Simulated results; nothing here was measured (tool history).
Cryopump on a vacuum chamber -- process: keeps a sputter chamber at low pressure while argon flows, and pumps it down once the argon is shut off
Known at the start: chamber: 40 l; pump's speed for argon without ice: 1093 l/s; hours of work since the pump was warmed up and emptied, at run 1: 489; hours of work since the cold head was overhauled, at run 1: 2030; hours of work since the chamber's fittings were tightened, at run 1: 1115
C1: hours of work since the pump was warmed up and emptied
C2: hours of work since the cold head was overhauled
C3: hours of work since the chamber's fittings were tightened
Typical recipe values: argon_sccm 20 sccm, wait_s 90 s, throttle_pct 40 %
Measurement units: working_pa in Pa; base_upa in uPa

{"run": 1, "hour": 0.0, "argon_sccm": 20, "wait_s": 90, "throttle_pct": 40, "C1": 489, "C2": 2030, "C3": 1115, "working_pa": 0.0853, "base_upa": 4.05}
{"run": 2, "hour": 65.8, "argon_sccm": 20, "wait_s": 90, "throttle_pct": 40, "C1": 535, "C2": 2076, "C3": 1160, "working_pa": 0.0845, "base_upa": 4.23}
{"run": 3, "hour": 126.5, "argon_sccm": 20, "wait_s": 150, "throttle_pct": 40, "C1": 577, "C2": 2118, "C3": 1202, "working_pa": 0.0855, "base_upa": 4.02}
{"run": 4, "hour": 209.4, "argon_sccm": 20, "wait_s": 150, "throttle_pct": 40, "C1": 634, "C2": 2176, "C3": 1260, "working_pa": 0.0858, "base_upa": 4.15}
{"run": 5, "hour": 299.9, "argon_sccm": 20, "wait_s": 150, "throttle_pct": 40, "C1": 697, "C2": 2238, "C3": 1322, "working_pa": 0.0879, "base_upa": 4.25}
{"hour": 343.0, "done": "pump warmed up, emptied and cooled again"}
{"run": 6, "hour": 424.9, "argon_sccm": 20, "wait_s": 150, "throttle_pct": 40, "C1": 57, "C2": 2321, "C3": 1405, "working_pa": 0.0787, "base_upa": 3.75}
{"run": 7, "hour": 548.9, "argon_sccm": 20, "wait_s": 150, "throttle_pct": 40, "C1": 143, "C2": 2407, "C3": 1491, "working_pa": 0.0793, "base_upa": 3.97}
{"run": 8, "hour": 625.4, "argon_sccm": 20, "wait_s": 150, "throttle_pct": 40, "C1": 196, "C2": 2460, "C3": 1544, "working_pa": 0.0799, "base_upa": 4.19}
{"run": 9, "hour": 741.7, "argon_sccm": 20, "wait_s": 90, "throttle_pct": 55, "C1": 276, "C2": 2541, "C3": 1625, "working_pa": 0.0603, "base_upa": 4.96}
{"run": 10, "hour": 807.2, "argon_sccm": 20, "wait_s": 90, "throttle_pct": 32, "C1": 322, "C2": 2586, "C3": 1670, "working_pa": 0.1014, "base_upa": 5.11}
{"run": 11, "hour": 875.3, "argon_sccm": 37, "wait_s": 90, "throttle_pct": 40, "C1": 369, "C2": 2633, "C3": 1717, "working_pa": 0.1504, "base_upa": 5.08}
{"run": 12, "hour": 982.5, "argon_sccm": 37, "wait_s": 90, "throttle_pct": 40, "C1": 443, "C2": 2708, "C3": 1792, "working_pa": 0.1538, "base_upa": 5.39}
{"run": 13, "hour": 1103.0, "argon_sccm": 37, "wait_s": 90, "throttle_pct": 40, "C1": 526, "C2": 2791, "C3": 1875, "working_pa": 0.1572, "base_upa": 5.74}
{"hour": 1145.3, "done": "leaking fittings of the chamber tightened, without venting"}
{"run": 14, "hour": 1226.6, "argon_sccm": 20, "wait_s": 90, "throttle_pct": 40, "C1": 611, "C2": 2875, "C3": 56, "working_pa": 0.0862, "base_upa": 1.65}
{"run": 15, "hour": 1301.4, "argon_sccm": 20, "wait_s": 90, "throttle_pct": 40, "C1": 663, "C2": 2927, "C3": 108, "working_pa": 0.0866, "base_upa": 1.74}
{"run": 16, "hour": 1358.0, "argon_sccm": 20, "wait_s": 90, "throttle_pct": 40, "C1": 702, "C2": 2966, "C3": 147, "working_pa": 0.087, "base_upa": 1.86}
{"hour": 1394.9, "done": "pump warmed up, emptied and cooled again"}
{"run": 17, "hour": 1439.2, "argon_sccm": 20, "wait_s": 90, "throttle_pct": 40, "C1": 31, "C2": 3019, "C3": 200, "working_pa": 0.0782, "base_upa": 1.85}
{"run": 18, "hour": 1505.4, "argon_sccm": 20, "wait_s": 90, "throttle_pct": 40, "C1": 77, "C2": 3065, "C3": 246, "working_pa": 0.0783, "base_upa": 1.89}
{"run": 19, "hour": 1572.1, "argon_sccm": 21, "wait_s": 206, "throttle_pct": 48, "C1": 123, "C2": 3111, "C3": 292, "working_pa": 0.0707, "base_upa": 1.38}
{"run": 20, "hour": 1684.2, "argon_sccm": 21, "wait_s": 206, "throttle_pct": 48, "C1": 200, "C2": 3189, "C3": 370, "working_pa": 0.0716, "base_upa": 1.58}
{"run": 21, "hour": 1799.0, "argon_sccm": 8, "wait_s": 90, "throttle_pct": 55, "C1": 280, "C2": 3268, "C3": 449, "working_pa": 0.0241, "base_upa": 2.4}
{"run": 22, "hour": 1881.9, "argon_sccm": 20, "wait_s": 244, "throttle_pct": 23, "C1": 337, "C2": 3326, "C3": 507, "working_pa": 0.1398, "base_upa": 1.77}
{"run": 23, "hour": 1961.9, "argon_sccm": 20, "wait_s": 244, "throttle_pct": 23, "C1": 393, "C2": 3381, "C3": 562, "working_pa": 0.1399, "base_upa": 1.92}
{"run": 24, "hour": 2057.8, "argon_sccm": 20, "wait_s": 244, "throttle_pct": 23, "C1": 459, "C2": 3448, "C3": 629, "working_pa": 0.1424, "base_upa": 2.15}
{"run": 25, "hour": 2144.8, "argon_sccm": 17, "wait_s": 135, "throttle_pct": 50, "C1": 519, "C2": 3508, "C3": 689, "working_pa": 0.0587, "base_upa": 2.56}
{"run": 26, "hour": 2234.4, "argon_sccm": 14, "wait_s": 249, "throttle_pct": 36, "C1": 582, "C2": 3570, "C3": 751, "working_pa": 0.0658, "base_upa": 2.42}
{"run": 27, "hour": 2299.2, "argon_sccm": 21, "wait_s": 48, "throttle_pct": 30, "C1": 626, "C2": 3615, "C3": 796, "working_pa": 0.1163, "base_upa": 4.32}
{"run": 28, "hour": 2356.5, "argon_sccm": 16, "wait_s": 32, "throttle_pct": 16, "C1": 666, "C2": 3655, "C3": 836, "working_pa": 0.1614, "base_upa": 5.44}
{"run": 29, "hour": 2426.7, "argon_sccm": 16, "wait_s": 32, "throttle_pct": 16, "C1": 715, "C2": 3703, "C3": 884, "working_pa": 0.1626, "base_upa": 5.56}
{"hour": 2452.1, "done": "pump warmed up, emptied and cooled again"}
{"run": 30, "hour": 2525.6, "argon_sccm": 16, "wait_s": 32, "throttle_pct": 16, "C1": 51, "C2": 3768, "C3": 949, "working_pa": 0.1573, "base_upa": 5.35}
{"run": 31, "hour": 2603.2, "argon_sccm": 16, "wait_s": 32, "throttle_pct": 16, "C1": 105, "C2": 3822, "C3": 1003, "working_pa": 0.1564, "base_upa": 5.44}
{"run": 32, "hour": 2683.5, "argon_sccm": 16, "wait_s": 32, "throttle_pct": 16, "C1": 160, "C2": 3878, "C3": 1059, "working_pa": 0.1577, "base_upa": 5.48}
{"run": 33, "hour": 2769.6, "argon_sccm": 16, "wait_s": 32, "throttle_pct": 16, "C1": 220, "C2": 3937, "C3": 1118, "working_pa": 0.1576, "base_upa": 5.79}
{"run": 34, "hour": 2872.1, "argon_sccm": 33, "wait_s": 90, "throttle_pct": 40, "C1": 291, "C2": 4008, "C3": 1189, "working_pa": 0.1352, "base_upa": 3.94}

For each entry between runs, how does the tool's hidden state at the last listed run before it compare with that at the first listed run after it?
From run 5 to run 6: pump warmed up, emptied and cooled again (hour 343.0)
  pump's speed, % of a pump's without ice: 79.2 -> 98.3; cold plate's temperature, K: 13.57 -> 13.63; leak into the chamber, uPa l/s: 3053 -> 3203
  measured result minus the result with no hidden state, working_pa: +0.0094 -> +0.0016 Pa; base_upa: +3.34 -> +2.79 uPa
From run 13 to run 14: leaking fittings of the chamber tightened, without venting (hour 1145.3)
  pump's speed, % of a pump's without ice: 84.3 -> 81.8; cold plate's temperature, K: 13.93 -> 13.99; leak into the chamber, uPa l/s: 4140 -> 454
  measured result minus the result with no hidden state, working_pa: +0.0133 -> +0.0085 Pa; base_upa: +4.32 -> +0.25 uPa
From run 16 to run 17: pump warmed up, emptied and cooled again (hour 1394.9)
  pump's speed, % of a pump's without ice: 79.4 -> 99.1; cold plate's temperature, K: 14.04 -> 14.08; leak into the chamber, uPa l/s: 626 -> 734
  measured result minus the result with no hidden state, working_pa: +0.0097 -> +0.0016 Pa; base_upa: +0.47 -> +0.45 uPa
From run 29 to run 30: pump warmed up, emptied and cooled again (hour 2452.1)
  pump's speed, % of a pump's without ice: 79.6 -> 98.4; cold plate's temperature, K: 14.53 -> 14.57; leak into the chamber, uPa l/s: 2009 -> 2137
  measured result minus the result with no hidden state, working_pa: +0.0079 -> +0.0018 Pa; base_upa: +2.15 -> +1.85 uPa
